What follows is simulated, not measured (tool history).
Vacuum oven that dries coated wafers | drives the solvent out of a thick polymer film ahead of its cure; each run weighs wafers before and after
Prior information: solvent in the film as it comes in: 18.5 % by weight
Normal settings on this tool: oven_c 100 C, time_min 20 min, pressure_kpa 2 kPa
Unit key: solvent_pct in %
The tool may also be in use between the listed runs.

{"run": 1, "day": 0.0, "oven_c": 100, "time_min": 20, "pressure_kpa": 2, "solvent_pct": 1.49}
{"run": 2, "day": 1.458, "oven_c": 100, "time_min": 20, "pressure_kpa": 2, "solvent_pct": 1.49}
{"day": 3.383, "done": "vacuum gauge cleaned of residue and calibrated"}
{"run": 3, "day": 3.571, "oven_c": 102, "time_min": 20, "pressure_kpa": 2, "solvent_pct": 1.28}
{"run": 4, "day": 5.588, "oven_c": 100, "time_min": 20, "pressure_kpa": 2, "solvent_pct": 1.57}
{"run": 5, "day": 6.721, "oven_c": 100, "time_min": 20, "pressure_kpa": 2, "solvent_pct": 1.59}
{"run": 6, "day": 7.85, "oven_c": 100, "time_min": 16, "pressure_kpa": 2, "solvent_pct": 2.07}
{"run": 7, "day": 10.1, "oven_c": 100, "time_min": 16, "pressure_kpa": 2, "solvent_pct": 2.06}
{"run": 8, "day": 11.954, "oven_c": 96, "time_min": 20, "pressure_kpa": 2, "solvent_pct": 2.34}
{"day": 13.442, "done": "vacuum gauge cleaned of residue and calibrated, once more"}
{"run": 9, "day": 13.975, "oven_c": 96, "time_min": 20, "pressure_kpa": 2, "solvent_pct": 2.16}
{"run": 10, "day": 15.433, "oven_c": 114, "time_min": 20, "pressure_kpa": 2, "solvent_pct": 0.47}
{"run": 11, "day": 17.321, "oven_c": 100, "time_min": 20, "pressure_kpa": 2, "solvent_pct": 1.44}
{"run": 12, "day": 19.442, "oven_c": 100, "time_min": 25, "pressure_kpa": 2, "solvent_pct": 1.07}
{"run": 13, "day": 21.333, "oven_c": 100, "time_min": 25, "pressure_kpa": 2.26, "solvent_pct": 1.18}
{"run": 14, "day": 23.062, "oven_c": 99, "time_min": 25, "pressure_kpa": 2.26, "solvent_pct": 1.29}
{"run": 15, "day": 24.129, "oven_c": 99, "time_min": 25, "pressure_kpa": 2.26, "solvent_pct": 1.31}
{"run": 16, "day": 25.921, "oven_c": 100, "time_min": 20, "pressure_kpa": 2, "solvent_pct": 1.49}
{"run": 17, "day": 27.275, "oven_c": 100, "time_min": 20, "pressure_kpa": 2, "solvent_pct": 1.41}
{"run": 18, "day": 29.162, "oven_c": 100, "time_min": 20, "pressure_kpa": 2, "solvent_pct": 1.45}
{"run": 19, "day": 30.45, "oven_c": 100, "time_min": 20, "pressure_kpa": 2, "solvent_pct": 1.47}
{"run": 20, "day": 31.942, "oven_c": 100, "time_min": 20, "pressure_kpa": 3.76, "solvent_pct": 2.12}
{"run": 21, "day": 33.425, "oven_c": 100, "time_min": 12, "pressure_kpa": 2, "solvent_pct": 3.11}
{"run": 22, "day": 34.95, "oven_c": 108, "time_min": 20, "pressure_kpa": 2, "solvent_pct": 0.7}
{"run": 23, "day": 36.267, "oven_c": 108, "time_min": 20, "pressure_kpa": 2, "solvent_pct": 0.71}
{"run": 24, "day": 37.225, "oven_c": 100, "time_min": 20, "pressure_kpa": 5.41, "solvent_pct": 2.75}
{"run": 25, "day": 38.221, "oven_c": 100, "time_min": 20, "pressure_kpa": 5.41, "solvent_pct": 2.72}
{"run": 26, "day": 39.883, "oven_c": 104, "time_min": 20, "pressure_kpa": 4.67, "solvent_pct": 1.88}
{"run": 27, "day": 41.288, "oven_c": 104, "time_min": 20, "pressure_kpa": 4.67, "solvent_pct": 1.91}
{"run": 28, "day": 42.692, "oven_c": 101, "time_min": 20, "pressure_kpa": 2, "solvent_pct": 1.32}
{"run": 29, "day": 43.892, "oven_c": 101, "time_min": 20, "pressure_kpa": 2, "solvent_pct": 1.32}
{"run": 30, "day": 44.992, "oven_c": 101, "time_min": 20, "pressure_kpa": 2, "solvent_pct": 1.3}
{"run": 31, "day": 46.317, "oven_c": 100, "time_min": 23, "pressure_kpa": 4.72, "solvent_pct": 2.26}
{"run": 32, "day": 47.938, "oven_c": 100, "time_min": 20, "pressure_kpa": 4.72, "solvent_pct": 2.52}
{"run": 33, "day": 49.038, "oven_c": 100, "time_min": 20, "pressure_kpa": 4.72, "solvent_pct": 2.53}
{"run": 34, "day": 50.696, "oven_c": 100, "time_min": 20, "pressure_kpa": 4.72, "solvent_pct": 2.55}
{"run": 35, "day": 51.679, "oven_c": 100, "time_min": 20, "pressure_kpa": 4.72, "solvent_pct": 2.53}
{"run": 36, "day": 52.833, "oven_c": 100, "time_min": 20, "pressure_kpa": 4.72, "solvent_pct": 2.53}
{"run": 37, "day": 54.967, "oven_c": 98, "time_min": 10, "pressure_kpa": 2.9, "solvent_pct": 4.9}
{"run": 38, "day": 56.104, "oven_c": 98, "time_min": 10, "pressure_kpa": 2.9, "solvent_pct": 4.97}
{"run": 39, "day": 58.362, "oven_c": 98, "time_min": 10, "pressure_kpa": 2.9, "solvent_pct": 4.95}
{"run": 40, "day": 59.433, "oven_c": 87, "time_min": 20, "pressure_kpa": 2.34, "solvent_pct": 5.29}
{"run": 41, "day": 61.158, "oven_c": 111, "time_min": 29, "pressure_kpa": 7.88, "solvent_pct": 2.17}
{"run": 42, "day": 62.188, "oven_c": 111, "time_min": 29, "pressure_kpa": 7.88, "solvent_pct": 2.14}
{"run": 43, "day": 63.746, "oven_c": 111, "time_min": 29, "pressure_kpa": 7.88, "solvent_pct": 2.15}
{"run": 44, "day": 65.592, "oven_c": 111, "time_min": 29, "pressure_kpa": 3.43, "solvent_pct": 0.98}
{"run": 45, "day": 67.567, "oven_c": 100, "time_min": 22, "pressure_kpa": 2, "solvent_pct": 1.38}
{"run": 46, "day": 69.262, "oven_c": 100, "time_min": 22, "pressure_kpa": 2, "solvent_pct": 1.39}

Pick out some run-to-run changes in solvent_pct. Of each, how much would a tool without hidden state show as well, from the settings, what came in and chance, and how much is left for the hidden state and any gauge scatter not in both results compared?
Hidden state at play: true wafer temperature over the reading, C; true pressure over the reading, kPa; drift of the gauge itself on solvent_pct, %.
Run 21 -> 22: oven_c 100 -> 108, time_min 12 -> 20. solvent_pct -2.41 %: hidden state -0.22, all else -2.19.
Run 36 -> 37: oven_c 100 -> 98, time_min 20 -> 10, pressure_kpa 4.72 -> 2.9. solvent_pct +2.37 %: hidden state +0.17, all else +2.2.
Run 40 -> 41: oven_c 87 -> 111, time_min 20 -> 29, pressure_kpa 2.34 -> 7.88. solvent_pct -3.12 %: hidden state -0.37, all else -2.75.

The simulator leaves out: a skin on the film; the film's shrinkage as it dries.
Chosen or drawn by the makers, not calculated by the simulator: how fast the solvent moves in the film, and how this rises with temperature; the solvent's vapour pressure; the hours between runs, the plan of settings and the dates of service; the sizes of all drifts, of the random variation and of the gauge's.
